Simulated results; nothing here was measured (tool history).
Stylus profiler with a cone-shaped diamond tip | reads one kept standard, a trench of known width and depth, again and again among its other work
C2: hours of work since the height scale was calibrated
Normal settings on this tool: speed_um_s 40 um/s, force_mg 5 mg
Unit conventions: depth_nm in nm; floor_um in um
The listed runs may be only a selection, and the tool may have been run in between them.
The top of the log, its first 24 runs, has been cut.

{"run": 25, "hour": 1024.7, "speed_um_s": 157, "force_mg": 4.15, "scans with this tip": 20490, "C2": 820, "depth_nm": 510, "floor_um": 24.2}
{"run": 26, "hour": 1056.3, "speed_um_s": 157, "force_mg": 4.15, "scans with this tip": 20667, "C2": 839, "depth_nm": 510.18, "floor_um": 24.15}
{"run": 27, "hour": 1113.3, "speed_um_s": 10, "force_mg": 1.85, "scans with this tip": 20987, "C2": 872, "depth_nm": 505.64, "floor_um": 24.65}
{"run": 28, "hour": 1177.9, "speed_um_s": 52, "force_mg": 2.89, "scans with this tip": 21349, "C2": 909, "depth_nm": 507.4, "floor_um": 24.5}
{"run": 29, "hour": 1226.6, "speed_um_s": 52, "force_mg": 2.89, "scans with this tip": 21623, "C2": 938, "depth_nm": 507.64, "floor_um": 24.52}
{"hour": 1230.3, "done": "height scale calibrated on a step standard"}
{"run": 30, "hour": 1256.4, "speed_um_s": 52, "force_mg": 2.89, "scans with this tip": 21787, "C2": 15, "depth_nm": 507.68, "floor_um": 24.46}
{"run": 31, "hour": 1297.5, "speed_um_s": 20, "force_mg": 12.21, "scans with this tip": 22018, "C2": 39, "depth_nm": 521.17, "floor_um": 24.62}
{"run": 32, "hour": 1345.6, "speed_um_s": 46, "force_mg": 10.94, "scans with this tip": 22288, "C2": 67, "depth_nm": 519.3, "floor_um": 24.48}
{"hour": 1386.1, "done": "height scale calibrated on a step standard, once more"}
{"run": 33, "hour": 1393.2, "speed_um_s": 46, "force_mg": 10.94, "scans with this tip": 22552, "C2": 4, "depth_nm": 520.96, "floor_um": 24.52}
{"run": 34, "hour": 1456.8, "speed_um_s": 47, "force_mg": 10.94, "scans with this tip": 22908, "C2": 41, "depth_nm": 520.69, "floor_um": 24.53}
{"run": 35, "hour": 1522.0, "speed_um_s": 30, "force_mg": 9.81, "scans with this tip": 23274, "C2": 79, "depth_nm": 519.38, "floor_um": 24.57}
{"run": 36, "hour": 1583.0, "speed_um_s": 61, "force_mg": 2.13, "scans with this tip": 23616, "C2": 114, "depth_nm": 507.02, "floor_um": 24.33}
{"run": 37, "hour": 1636.4, "speed_um_s": 12, "force_mg": 12.68, "scans with this tip": 23916, "C2": 145, "depth_nm": 523.18, "floor_um": 24.54}
{"run": 38, "hour": 1680.5, "speed_um_s": 27, "force_mg": 14.17, "scans with this tip": 24163, "C2": 171, "depth_nm": 524.57, "floor_um": 24.49}
{"run": 39, "hour": 1725.6, "speed_um_s": 30, "force_mg": 1.95, "scans with this tip": 24416, "C2": 197, "depth_nm": 506.37, "floor_um": 24.37}
{"run": 40, "hour": 1766.9, "speed_um_s": 40, "force_mg": 14.13, "scans with this tip": 24648, "C2": 221, "depth_nm": 524.54, "floor_um": 24.48}
{"run": 41, "hour": 1825.7, "speed_um_s": 14, "force_mg": 8.96, "scans with this tip": 24978, "C2": 255, "depth_nm": 518.1, "floor_um": 24.52}
{"run": 42, "hour": 1872.7, "speed_um_s": 39, "force_mg": 14.27, "scans with this tip": 25241, "C2": 283, "depth_nm": 524.58, "floor_um": 24.43}
{"run": 43, "hour": 1917.9, "speed_um_s": 80, "force_mg": 11.83, "scans with this tip": 25495, "C2": 309, "depth_nm": 521.61, "floor_um": 24.41}
{"run": 44, "hour": 1974.9, "speed_um_s": 59, "force_mg": 7.13, "scans with this tip": 25815, "C2": 342, "depth_nm": 515.71, "floor_um": 24.36}
{"run": 45, "hour": 2029.2, "speed_um_s": 59, "force_mg": 7.13, "scans with this tip": 26119, "C2": 373, "depth_nm": 515.53, "floor_um": 24.37}
{"run": 46, "hour": 2087.2, "speed_um_s": 59, "force_mg": 7.13, "scans with this tip": 26444, "C2": 407, "depth_nm": 515.21, "floor_um": 24.37}

Branching from run 46: 3 alternative next runs. What would each branch give?
{"run": "A", "hour": 2134.6, "speed_um_s": 39, "force_mg": 11.08, "scans with this tip": 26711, "C2": 435, "depth_nm": "?", "floor_um": "?"}
{"run": "B", "hour": 2134.6, "speed_um_s": 127, "force_mg": 10.8, "scans with this tip": 26711, "C2": 435, "depth_nm": "?", "floor_um": "?"}
{"run": "C", "hour": 2134.6, "speed_um_s": 79, "force_mg": 2.23, "scans with this tip": 26711, "C2": 435, "depth_nm": "?", "floor_um": "?"}

run=A depth_nm=520.72 floor_um=24.43
run=B depth_nm=520.39 floor_um=24.19
run=C depth_nm=506.76 floor_um=24.14
Without the tool's hidden state the same runs would have given:
run=A depth_nm=520.99 floor_um=25.6
run=B depth_nm=520.66 floor_um=25.36
run=C depth_nm=507.02 floor_um=25.31
